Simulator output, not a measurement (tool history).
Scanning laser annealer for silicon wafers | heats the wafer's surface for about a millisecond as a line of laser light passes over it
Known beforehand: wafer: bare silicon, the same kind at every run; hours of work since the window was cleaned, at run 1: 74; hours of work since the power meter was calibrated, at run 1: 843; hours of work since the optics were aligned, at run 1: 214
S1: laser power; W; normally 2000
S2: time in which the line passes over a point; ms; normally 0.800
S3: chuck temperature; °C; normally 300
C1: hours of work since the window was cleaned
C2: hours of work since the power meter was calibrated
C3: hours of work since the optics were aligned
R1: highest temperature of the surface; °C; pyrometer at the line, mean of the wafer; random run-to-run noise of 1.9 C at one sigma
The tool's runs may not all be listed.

| run | hour | S1 | S2 | S3 | C1 | C2 | C3 | R1 |
|---|---|---|---|---|---|---|---|---|
| 1 | 0.0 | 2000 | 0.800 | 300 | 74 | 843 | 214 | 1117 |
| 2 | 48.3 | 2000 | 0.800 | 300 | 95 | 865 | 235 | 1116 |
| 3 | 98.1 | 2000 | 0.800 | 300 | 117 | 887 | 257 | 1119 |
| 4 | 130.5 | 2000 | 0.800 | 287 | 132 | 901 | 271 | 1105 |
| 5 | 152.6 | 2000 | 0.800 | 287 | 142 | 911 | 281 | 1105 |
| 6 | 195.9 | 2000 | 0.800 | 287 | 161 | 930 | 300 | 1105 |
| 7 | 217.9 | 2000 | 0.800 | 287 | 170 | 940 | 310 | 1105 |
| 8 | 246.5 | 2000 | 0.800 | 300 | 183 | 952 | 322 | 1121 |
| 9 | 268.7 | 2000 | 0.800 | 300 | 193 | 962 | 332 | 1117 |
| 10 | 319.5 | 2000 | 0.800 | 300 | 215 | 984 | 355 | 1119 |
| 11 | 353.3 | 2000 | 0.800 | 300 | 230 | 999 | 370 | 1116 |
| 12 | 392.3 | 2000 | 0.800 | 300 | 247 | 1016 | 387 | 1117 |
| 13 | 444.5 | 2000 | 0.800 | 300 | 270 | 1039 | 410 | 1118 |
| 14 | 490.2 | 2000 | 0.800 | 300 | 290 | 1060 | 430 | 1119 |
| 15 | 514.4 | 2000 | 0.800 | 300 | 301 | 1070 | 441 | 1120 |
| 16 | 559.8 | 2000 | 0.800 | 300 | 321 | 1090 | 461 | 1117 |
| 17 | 609.6 | 2000 | 0.800 | 300 | 343 | 1112 | 483 | 1116 |
| 18 | 655.8 | 2000 | 0.800 | 300 | 363 | 1133 | 503 | 1116 |
| 19 | 699.6 | 2000 | 0.800 | 300 | 383 | 1152 | 522 | 1117 |
| 20 | 746.2 | 2169 | 0.800 | 300 | 403 | 1173 | 543 | 1184 |
| 21 | 796.8 | 2169 | 0.800 | 300 | 426 | 1195 | 565 | 1181 |
| 22 | 841.2 | 1838 | 0.576 | 305 | 445 | 1215 | 585 | 966 |
| 23 | 869.4 | 2000 | 0.889 | 300 | 458 | 1227 | 597 | 1156 |
| 24 | 903.3 | 2000 | 0.889 | 300 | 473 | 1242 | 612 | 1154 |
| 25 | 944.6 | 2000 | 0.889 | 300 | 491 | 1260 | 630 | 1154 |
| 26 | 983.5 | 2000 | 0.889 | 300 | 508 | 1277 | 648 | 1153 |
| 27 | 1031.3 | 2022 | 0.868 | 286 | 529 | 1298 | 669 | 1144 |
| 28 | 1064.0 | 2000 | 0.857 | 292 | 544 | 1313 | 683 | 1132 |
| 29 | 1097.7 | 2180 | 0.637 | 333 | 558 | 1328 | 698 | 1140 |
| 30 | 1131.8 | 2115 | 0.800 | 322 | 573 | 1343 | 713 | 1181 |
| 31 | 1158.0 | 2115 | 0.800 | 322 | 585 | 1354 | 725 | 1189 |
| 32 | 1206.2 | 1789 | 0.619 | 334 | 606 | 1375 | 746 | 994 |
|  | 1243.3 | window over the wafer cleaned |
| 33 | 1260.4 | 1789 | 0.619 | 334 | 8 | 1399 | 769 | 992 |
| 34 | 1284.2 | 1882 | 0.888 | 279 | 18 | 1409 | 779 | 1089 |
| 35 | 1333.2 | 1882 | 0.888 | 336 | 40 | 1431 | 801 | 1141 |
| 36 | 1387.1 | 2169 | 0.890 | 319 | 63 | 1454 | 825 | 1243 |
| 37 | 1429.9 | 2000 | 0.800 | 295 | 82 | 1473 | 844 | 1113 |
| 38 | 1475.2 | 2193 | 0.800 | 278 | 102 | 1493 | 864 | 1170 |
| 39 | 1503.9 | 2193 | 0.800 | 278 | 115 | 1506 | 876 | 1170 |
| 40 | 1550.5 | 2193 | 0.800 | 339 | 136 | 1527 | 897 | 1233 |
| 41 | 1576.0 | 1875 | 0.663 | 298 | 147 | 1538 | 908 | 1008 |
| 42 | 1623.0 | 1875 | 0.663 | 298 | 167 | 1558 | 929 | 1008 |

Below are 3 alternative next runs, each starting from the tool's condition after run 42. Predict each:
| A | 1674.3 | 1875 | 0.687 | 298 | 190 | 1581 | 951 | ? |
| B | 1674.3 | 2000 | 0.816 | 294 | 190 | 1581 | 951 | ? |
| C | 1674.3 | 2001 | 0.695 | 298 | 190 | 1581 | 951 | ? |

| run | R1 |
|---|---|
| A | 1017 |
| B | 1119 |
| C | 1065 |
Stripped of hidden state, with their random variation kept, the same runs would have yielded:
| run | R1 |
|---|---|
| A | 1018 |
| B | 1119 |
| C | 1066 |
